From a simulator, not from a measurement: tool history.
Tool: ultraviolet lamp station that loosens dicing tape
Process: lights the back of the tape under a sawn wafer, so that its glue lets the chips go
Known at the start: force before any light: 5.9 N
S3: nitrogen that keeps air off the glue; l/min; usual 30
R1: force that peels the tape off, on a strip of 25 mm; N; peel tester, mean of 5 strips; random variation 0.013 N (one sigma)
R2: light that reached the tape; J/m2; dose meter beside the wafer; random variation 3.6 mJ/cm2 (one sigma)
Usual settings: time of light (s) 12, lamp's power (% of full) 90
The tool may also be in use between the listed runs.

{"run": 1, "hour": 0.0, "time of light (s)": 12, "lamp's power (% of full)": 90, "S3": 30, "R1": 0.592, "R2": 5980}
{"run": 2, "hour": 14.5, "time of light (s)": 12, "lamp's power (% of full)": 90, "S3": 30, "R1": 0.62, "R2": 5970}
{"run": 3, "hour": 27.6, "time of light (s)": 12, "lamp's power (% of full)": 90, "S3": 30, "R1": 0.62, "R2": 5910}
{"run": 4, "hour": 39.2, "time of light (s)": 12, "lamp's power (% of full)": 90, "S3": 30, "R1": 0.604, "R2": 5960}
{"run": 5, "hour": 48.2, "time of light (s)": 7, "lamp's power (% of full)": 90, "S3": 30, "R1": 1.423, "R2": 3450}
{"run": 6, "hour": 61.6, "time of light (s)": 20, "lamp's power (% of full)": 90, "S3": 11, "R1": 0.394, "R2": 10050}
{"run": 7, "hour": 73.7, "time of light (s)": 20, "lamp's power (% of full)": 90, "S3": 11, "R1": 0.379, "R2": 9890}
{"run": 8, "hour": 82.1, "time of light (s)": 12, "lamp's power (% of full)": 81, "S3": 23, "R1": 0.805, "R2": 5300}
{"run": 9, "hour": 96.1, "time of light (s)": 12, "lamp's power (% of full)": 72, "S3": 48, "R1": 0.772, "R2": 4790}
{"run": 10, "hour": 109.8, "time of light (s)": 8, "lamp's power (% of full)": 73, "S3": 59, "R1": 1.338, "R2": 3210}

4 ways to go on from here, each from the tool as it stands after run 10. What would each give?
{"run": "A", "hour": 124.8, "time of light (s)": 8, "lamp's power (% of full)": 73, "S3": 17, "R1": "?", "R2": "?"}
{"run": "B", "hour": 124.8, "time of light (s)": 12, "lamp's power (% of full)": 90, "S3": 18, "R1": "?", "R2": "?"}
{"run": "C", "hour": 124.8, "time of light (s)": 12, "lamp's power (% of full)": 66, "S3": 26, "R1": "?", "R2": "?"}
{"run": "D", "hour": 124.8, "time of light (s)": 12, "lamp's power (% of full)": 70, "S3": 10, "R1": "?", "R2": "?"}

run=A R1=1.854 R2=3250
run=B R1=0.757 R2=5950
run=C R1=1.111 R2=4360
run=D R1=1.420 R2=4640
Without the tool's hidden state the same runs would have given:
run=A R1=1.850 R2=3260
run=B R1=0.754 R2=5960
run=C R1=1.108 R2=4370
run=D R1=1.416 R2=4650

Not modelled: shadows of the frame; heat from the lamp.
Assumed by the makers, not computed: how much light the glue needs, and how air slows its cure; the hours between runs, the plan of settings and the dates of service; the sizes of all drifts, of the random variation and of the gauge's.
